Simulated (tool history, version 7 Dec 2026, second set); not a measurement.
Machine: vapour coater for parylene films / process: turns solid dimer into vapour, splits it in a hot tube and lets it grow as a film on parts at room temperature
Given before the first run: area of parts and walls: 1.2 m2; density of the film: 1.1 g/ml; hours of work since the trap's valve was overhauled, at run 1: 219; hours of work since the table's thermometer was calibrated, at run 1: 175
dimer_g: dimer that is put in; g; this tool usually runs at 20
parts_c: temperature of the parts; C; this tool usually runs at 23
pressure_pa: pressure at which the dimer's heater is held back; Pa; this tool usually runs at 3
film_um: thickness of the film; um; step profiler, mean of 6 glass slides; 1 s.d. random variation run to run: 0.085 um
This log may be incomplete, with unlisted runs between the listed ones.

run     day  dimer_g  parts_c  pressure_pa  hours of work since the trap's valve was overhauled  hours of work since the table's thermometer was calibrated  film_um
  1       0       20       23            3                                                  219                                                         175    10.25
  2   0.762       20       23            3                                                  234                                                         190    10.13
  3   1.371       20       23         7.28                                                  246                                                         202     8.32
  4   2.104       20       23         7.28                                                  260                                                         216     8.26
  5   2.588       20       23         7.28                                                  270                                                         226     8.15
  6     3.1       20       23            3                                                  280                                                         236    10.16
  7   3.562       20       23            3                                                  289                                                         245     10.2
  8   4.179       20       23            3                                                  301                                                         257    10.28
  9   4.946       20       23            3                                                  316                                                         272    10.35
 10   5.708       20       23         5.46                                                  331                                                         287     8.83
 11   6.267       20       23         5.46                                                  342                                                         298     9.01
 12   6.912       17       23            3                                                  354                                                         311     8.65
 13   7.283       17       23            3                                                  362                                                         318     8.79
 14     7.7       17       23            3                                                  370                                                         326     8.83
 15   8.454       20       23         2.65                                                  385                                                         341    10.42
 16     8.9       20       19            3                                                  393                                                         349    12.79
 17   9.542       20       22            3                                                  406                                                         362    10.81
 18  10.304       20       22            3                                                  421                                                         377    10.68
 19  10.658       20       34            3                                                  428                                                         384     5.86
 20  11.446       20       34            3                                                  443                                                         399     5.86
 21  12.038       20       34            3                                                  455                                                         411     6.01
 22  12.562       20       34            3                                                  465                                                         421     5.84
 23  12.942       20       23            3                                                  473                                                         429    10.08
 24  13.338       20       23            3                                                  480                                                         437    10.26
 25  14.138       20       17         3.73                                                  496                                                         452    13.01
 26  14.646       20       17         2.63                                                  506                                                         462    14.02
     15.012  -- trap's valve overhauled
 27  15.358       17       17         3.32                                                    7                                                         473    11.62
 28  15.971       24       17         2.77                                                   19                                                         485    16.76
 29  16.783       24       17         2.77                                                   35                                                         501    16.98
 30  17.338       20       22         5.37                                                   46                                                         512     9.42
 31  17.975       20       22        10.71                                                   58                                                         524     7.88
 32  18.808       20       22        10.71                                                   74                                                         541        8
 33  19.367       10       23            3                                                   85                                                         551     5.14
 34  19.721       30       26         4.62                                                   92                                                         558    11.85
 35  20.338       21       31        11.09                                                  104                                                         571     5.22
 36   20.85       17       26         8.31                                                  114                                                         581     5.88
 37  21.533       12       15         3.52                                                  128                                                         594     8.94
 38  22.212        9       15         3.52                                                  141                                                         607     6.71
 39  23.025       11       26         3.39                                                  157                                                         623     4.74
 40  23.621        9       16         3.39                                                  169                                                         635     6.34
 41  24.267       10       16         3.39                                                  182                                                         648     7.13
 42  24.604       30       26         3.39                                                  188                                                         654     12.8
 43  25.271       20       21        11.17                                                  201                                                         667      8.2
 44  26.079       20       21        11.17                                                  217                                                         683     8.39
 45  26.712       20       21        11.17                                                  229                                                         696     8.29
 46  27.075       20       34         2.41                                                  237                                                         703     6.36
 47  27.467       29       25         9.97                                                  244                                                         710    10.04

Alternative continuations, all from the tool just after run 47; predict every row:
  A  28.275       14       25         2.92                                                  260                                                         726        ?
  B  28.275       32       25         9.97                                                  260                                                         726        ?
  C  28.275       17       34         2.32                                                  260                                                         726        ?

run  film_um
  A     6.52
  B    11.23
  C     5.42
Stripped of hidden state, with their random variation kept, the same runs would have yielded:
run  film_um
  A     6.54
  B    11.27
  C     5.44
